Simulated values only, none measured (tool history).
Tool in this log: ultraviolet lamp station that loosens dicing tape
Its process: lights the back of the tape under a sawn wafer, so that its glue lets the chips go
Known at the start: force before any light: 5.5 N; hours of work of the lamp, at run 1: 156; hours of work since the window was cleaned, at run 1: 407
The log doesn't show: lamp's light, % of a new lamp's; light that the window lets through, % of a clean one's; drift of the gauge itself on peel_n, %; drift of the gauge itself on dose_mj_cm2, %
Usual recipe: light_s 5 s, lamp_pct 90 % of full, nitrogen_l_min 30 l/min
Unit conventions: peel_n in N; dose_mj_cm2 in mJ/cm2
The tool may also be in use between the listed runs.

run	day	light_s	lamp_pct	nitrogen_l_min	hours of work of the lamp	hours of work since the window was cleaned	peel_n	dose_mj_cm2
1	0.000	5	90	30	156	407	0.612	414
2	1.196	5	90	30	172	423	0.592	417
3	2.029	5	90	30	183	434	0.580	418
# day 2.667: window cleaned of glue's vapour
4	3.679	5	90	30	204	13	0.622	413
5	5.158	5	90	38	223	33	0.536	416
6	6.396	5	90	38	240	49	0.544	415
7	7.400	5	64	38	253	62	0.931	299

Forecast run 8:
8	8.417	3	72	15	266	75	?	?

Logged for run 8: peel_n 2.066 N, dose_mj_cm2 198 mJ/cm2.
If the tool had no hidden condition, the same run with the same run-to-run variation would have returned peel_n 2.064 N, dose_mj_cm2 198 mJ/cm2.
